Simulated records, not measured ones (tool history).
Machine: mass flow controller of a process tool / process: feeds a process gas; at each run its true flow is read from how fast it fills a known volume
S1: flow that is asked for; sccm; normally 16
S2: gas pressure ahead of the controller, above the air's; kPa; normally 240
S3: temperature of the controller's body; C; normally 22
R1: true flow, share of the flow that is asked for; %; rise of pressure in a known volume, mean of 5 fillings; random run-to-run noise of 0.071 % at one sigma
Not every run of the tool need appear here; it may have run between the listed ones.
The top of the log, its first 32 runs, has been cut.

Run 33, hour 4127.1: usual settings but S1 9 sccm, S2 190 kPa. Result: R1 99.36 %.
Run 34, hour 4271.5: usual settings but S1 13 sccm, S2 210 kPa. Result: R1 99.65 %.
Run 35, hour 4421.1: usual settings but S1 17 sccm, S2 152 kPa, S3 31 C. Result: R1 99.62 %.
Run 36, hour 4595.6: usual settings but S1 12 sccm, S2 152 kPa, S3 31 C. Result: R1 99.13 %.
Run 37, hour 4693: usual settings but S1 14 sccm, S2 152 kPa, S3 36 C. Result: R1 99.12 %.
Run 38, hour 4795.9: usual settings but S1 14 sccm, S2 152 kPa, S3 36 C. Result: R1 99.04 %.
Run 39, hour 4907.8: usual settings but S2 218 kPa, S3 33 C. Result: R1 98.99 %.
Run 40, hour 5005.2: usual settings but S1 13 sccm, S2 215 kPa, S3 33 C. Result: R1 98.86 %.
Run 41, hour 5108.2: usual settings but S1 17 sccm, S3 20 C. Result: R1 99.85 %.
Run 42, hour 5210.3: usual settings but S2 277 kPa, S3 26 C. Result: R1 99.27 %.
Run 43, hour 5343.5: usual settings but S3 36 C. Result: R1 98.85 %.
Run 44, hour 5500.6: usual settings but S3 36 C. Result: R1 98.8 %.
Run 45, hour 5650.3: usual settings but S1 4 sccm, S2 152 kPa. Result: R1 99.22 %.
Run 46, hour 5750.2: usual settings but S1 4 sccm, S2 152 kPa. Result: R1 99.19 %.
Run 47, hour 5839.8: usual settings but S1 4 sccm, S2 152 kPa. Result: R1 99.07 %.
Run 48, hour 5929.3: usual settings but S1 4 sccm, S2 152 kPa. Result: R1 99.09 %.

4 options for the next run, each taken on its own from the tool as it stands now. Forecast them:
Run A, hour 6116.5: usual settings but S1 13 sccm, S3 25 C. Result: R1 ?.
Run B, hour 6116.5: usual settings but S1 3 sccm, S2 179 kPa. Result: R1 ?.
Run C, hour 6116.5: usual settings but S1 11 sccm, S2 152 kPa, S3 21 C. Result: R1 ?.
Run D, hour 6116.5: usual settings but S1 8 sccm, S2 204 kPa, S3 21 C. Result: R1 ?.

run     R1
  A  99.33
  B  98.97
  C  99.77
  D  99.38
Without the tool's unlogged condition, the same runs would have read:
run     R1
  A  99.33
  B  98.98
  C  99.77
  D  99.39
